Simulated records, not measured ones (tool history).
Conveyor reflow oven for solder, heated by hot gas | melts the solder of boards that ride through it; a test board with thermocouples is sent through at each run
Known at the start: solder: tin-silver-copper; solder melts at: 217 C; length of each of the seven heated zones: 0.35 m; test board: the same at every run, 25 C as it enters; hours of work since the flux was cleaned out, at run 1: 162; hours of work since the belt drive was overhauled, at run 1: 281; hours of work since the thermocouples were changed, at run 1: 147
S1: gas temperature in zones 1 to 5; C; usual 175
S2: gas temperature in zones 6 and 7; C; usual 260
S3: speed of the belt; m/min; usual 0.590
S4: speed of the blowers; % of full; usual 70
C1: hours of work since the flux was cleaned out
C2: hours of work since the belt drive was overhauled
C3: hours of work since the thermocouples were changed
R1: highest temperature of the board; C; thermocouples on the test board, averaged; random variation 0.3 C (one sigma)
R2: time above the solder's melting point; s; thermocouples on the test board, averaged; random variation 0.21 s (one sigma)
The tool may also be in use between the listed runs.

run	hour	S1	S2	S3	S4	C1	C2	C3	R1	R2
1	0.0	175	260	0.590	70	162	281	147	251.0	55.3
2	11.4	175	260	0.590	70	170	289	155	251.1	55.0
3	26.4	174	260	0.590	70	180	299	165	250.4	54.6
4	35.2	174	260	0.590	70	186	305	172	251.5	54.6
5	47.5	174	260	0.590	70	195	314	180	250.6	54.8
6	62.3	175	260	0.590	70	205	324	190	251.1	54.8
7	75.3	175	260	0.590	70	214	333	199	251.4	54.5
8	82.7	175	260	0.590	70	219	338	204	250.6	55.0
# hour 100.9: flux residue cleaned out of gas plates and filters
9	101.8	175	257	0.590	70	1	348	214	247.6	52.7
10	114.3	175	257	0.590	70	9	357	223	248.5	53.3
11	123.3	175	257	0.590	70	15	363	229	248.8	53.2
12	136.6	175	257	0.590	70	25	372	238	248.5	53.2
13	147.3	175	257	0.590	70	32	379	246	248.2	53.5
14	161.9	175	257	0.590	70	42	389	256	248.2	52.7
15	176.4	175	257	0.506	73	52	399	266	251.5	66.1
16	187.5	175	257	0.506	73	60	407	273	252.0	66.0
17	198.9	175	256	0.590	70	68	415	281	247.3	52.5
18	214.7	179	265	0.590	70	79	426	292	256.0	59.3
19	226.0	175	250	0.590	55	87	434	300	240.1	45.5
20	236.3	175	250	0.590	55	94	441	307	239.3	45.6
21	243.4	166	250	0.523	55	99	446	312	241.1	51.2
22	255.5	166	250	0.569	55	107	454	320	239.1	44.3
23	266.4	166	250	0.569	55	115	462	328	238.8	43.6
24	276.8	186	274	0.556	68	122	469	335	266.4	69.7
25	288.8	186	259	0.615	68	130	477	343	249.8	55.8
26	299.6	167	273	0.544	70	137	485	351	264.7	64.8
27	314.4	175	260	0.620	70	148	495	361	249.3	51.3
28	321.2	175	260	0.620	70	152	500	366	249.6	51.2

Forecast each of these 4 alternatives for the next run:
A	331.2	169	271	0.590	77	159	507	373	?	?
B	331.2	187	260	0.596	75	159	507	373	?	?
C	331.2	175	274	0.590	52	159	507	373	?	?
D	331.2	180	266	0.590	70	159	507	373	?	?

run	R1	R2
A	261.4	59.0
B	252.5	59.6
C	261.1	59.7
D	257.0	60.2
Without the tool's hidden state the same runs would have given:
run	R1	R2
A	261.5	59.0
B	252.5	59.7
C	261.1	59.8
D	257.1	60.2
